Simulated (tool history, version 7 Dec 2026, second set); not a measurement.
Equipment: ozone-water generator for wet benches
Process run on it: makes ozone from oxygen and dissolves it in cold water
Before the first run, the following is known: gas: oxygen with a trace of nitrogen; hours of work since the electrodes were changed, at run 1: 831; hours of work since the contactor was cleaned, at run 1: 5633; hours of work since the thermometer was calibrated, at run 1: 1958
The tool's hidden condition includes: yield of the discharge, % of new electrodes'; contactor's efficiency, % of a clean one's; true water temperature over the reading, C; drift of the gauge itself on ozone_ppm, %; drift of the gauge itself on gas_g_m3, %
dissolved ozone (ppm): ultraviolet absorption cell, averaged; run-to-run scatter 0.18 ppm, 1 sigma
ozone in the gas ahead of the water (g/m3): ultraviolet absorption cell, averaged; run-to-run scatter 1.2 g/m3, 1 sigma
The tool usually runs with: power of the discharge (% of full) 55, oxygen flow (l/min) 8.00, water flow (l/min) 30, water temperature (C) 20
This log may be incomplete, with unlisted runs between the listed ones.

| run | hour | power of the discharge (% of full) | oxygen flow (l/min) | water flow (l/min) | water temperature (C) | hours of work since the electrodes were changed | hours of work since the contactor was cleaned | hours of work since the thermometer was calibrated | dissolved ozone (ppm) | ozone in the gas ahead of the water (g/m3) |
|---|---|---|---|---|---|---|---|---|---|---|
| 1 | 0.0 | 55 | 8.00 | 30 | 20 | 831 | 5633 | 1958 | 24.7 | 207.1 |
| 2 | 21.0 | 55 | 8.00 | 30 | 21 | 850 | 5651 | 1976 | 23.7 | 210.3 |
| 3 | 69.8 | 55 | 8.00 | 46 | 20 | 892 | 5694 | 2019 | 17.5 | 210.2 |
| 4 | 119.9 | 55 | 8.00 | 30 | 26 | 936 | 5738 | 2062 | 22.2 | 209.6 |
| 5 | 168.1 | 55 | 5.90 | 30 | 20 | 978 | 5780 | 2105 | 23.4 | 241.2 |
| 6 | 190.7 | 55 | 5.90 | 30 | 20 | 998 | 5800 | 2124 | 23.5 | 240.4 |
| 7 | 225.9 | 55 | 5.90 | 30 | 20 | 1029 | 5831 | 2155 | 23.0 | 239.4 |
| 8 | 266.6 | 55 | 5.90 | 30 | 20 | 1064 | 5866 | 2191 | 23.4 | 240.5 |
| 9 | 290.3 | 55 | 8.00 | 30 | 20 | 1085 | 5887 | 2211 | 24.2 | 210.5 |
| 10 | 314.7 | 55 | 8.00 | 30 | 20 | 1106 | 5908 | 2233 | 24.2 | 211.5 |
| 11 | 358.3 | 55 | 8.00 | 30 | 20 | 1145 | 5946 | 2271 | 24.1 | 211.3 |
| 12 | 384.7 | 55 | 8.00 | 25 | 20 | 1168 | 5970 | 2294 | 27.2 | 212.3 |
| 13 | 431.2 | 55 | 8.00 | 25 | 20 | 1208 | 6010 | 2335 | 27.2 | 212.6 |
| 14 | 478.4 | 55 | 8.00 | 40 | 20 | 1250 | 6052 | 2376 | 19.7 | 211.0 |
| 15 | 516.5 | 55 | 11.15 | 40 | 20 | 1283 | 6085 | 2409 | 20.3 | 184.1 |
| 16 | 538.0 | 55 | 11.15 | 40 | 20 | 1302 | 6104 | 2428 | 20.6 | 185.6 |
| 17 | 577.3 | 55 | 8.00 | 31 | 27 | 1336 | 6138 | 2463 | 21.4 | 212.2 |
| 18 | 599.9 | 99 | 8.00 | 44 | 27 | 1356 | 6158 | 2482 | 27.8 | 359.4 |
| 19 | 644.6 | 99 | 8.00 | 44 | 27 | 1395 | 6197 | 2521 | 28.1 | 358.8 |
| 20 | 681.0 | 61 | 8.00 | 30 | 18 | 1427 | 6229 | 2553 | 27.0 | 231.7 |
| 21 | 729.7 | 61 | 4.17 | 30 | 18 | 1470 | 6271 | 2596 | 24.2 | 307.7 |
| 22 | 755.3 | 55 | 8.00 | 30 | 14 | 1492 | 6294 | 2618 | 26.3 | 209.6 |
| 23 | 777.1 | 45 | 8.00 | 19 | 14 | 1511 | 6313 | 2637 | 29.8 | 177.8 |
| 24 | 814.0 | 96 | 8.00 | 20 | 14 | 1543 | 6345 | 2670 | 57.4 | 348.4 |
|  | 829.6 | water thermometer calibrated |
| 25 | 863.8 | 96 | 8.00 | 20 | 14 | 1586 | 6388 | 30 | 55.9 | 349.8 |
| 26 | 910.8 | 96 | 8.00 | 34 | 23 | 1627 | 6429 | 71 | 35.0 | 349.8 |
| 27 | 940.2 | 96 | 8.00 | 34 | 23 | 1653 | 6455 | 97 | 35.1 | 349.7 |
| 28 | 972.3 | 94 | 7.48 | 37 | 21 | 1681 | 6483 | 125 | 32.6 | 356.5 |
| 29 | 1022.9 | 47 | 8.00 | 30 | 20 | 1725 | 6527 | 169 | 20.7 | 185.5 |
| 30 | 1057.3 | 47 | 8.00 | 30 | 20 | 1756 | 6558 | 199 | 21.2 | 187.5 |
| 31 | 1083.0 | 47 | 8.00 | 30 | 20 | 1778 | 6580 | 222 | 21.1 | 186.2 |
|  | 1107.4 | gauge calibrated |
| 32 | 1123.1 | 69 | 8.65 | 30 | 24 | 1813 | 6615 | 257 | 27.8 | 247.5 |

Subtracting, for every run, the result it would have given without the tool's unlogged condition from the measured result gives the following. The same run-to-run variation enters both numbers; the gauge's scatter may not:
| run | ozone in the gas ahead of the water (g/m3) |
|---|---|
| 1 | +0.0 |
| 2 | +0.1 |
| 3 | +0.3 |
| 4 | +0.6 |
| 5 | +1.0 |
| 6 | +1.2 |
| 7 | +1.3 |
| 8 | +1.6 |
| 9 | +1.6 |
| 10 | +1.6 |
| 11 | +1.9 |
| 12 | +2.0 |
| 13 | +2.3 |
| 14 | +2.5 |
| 15 | +2.3 |
| 16 | +2.4 |
| 17 | +3.0 |
| 18 | +5.3 |
| 19 | +5.7 |
| 20 | +3.9 |
| 21 | +5.5 |
| 22 | +3.9 |
| 23 | +3.4 |
| 24 | +6.9 |
| 25 | +7.3 |
| 26 | +7.8 |
| 27 | +8.0 |
| 28 | +8.4 |
| 29 | +4.7 |
| 30 | +4.8 |
| 31 | +4.9 |
| 32 | +0.0 |
dissolved ozone (ppm): within 0.1 of the measured result in every run.
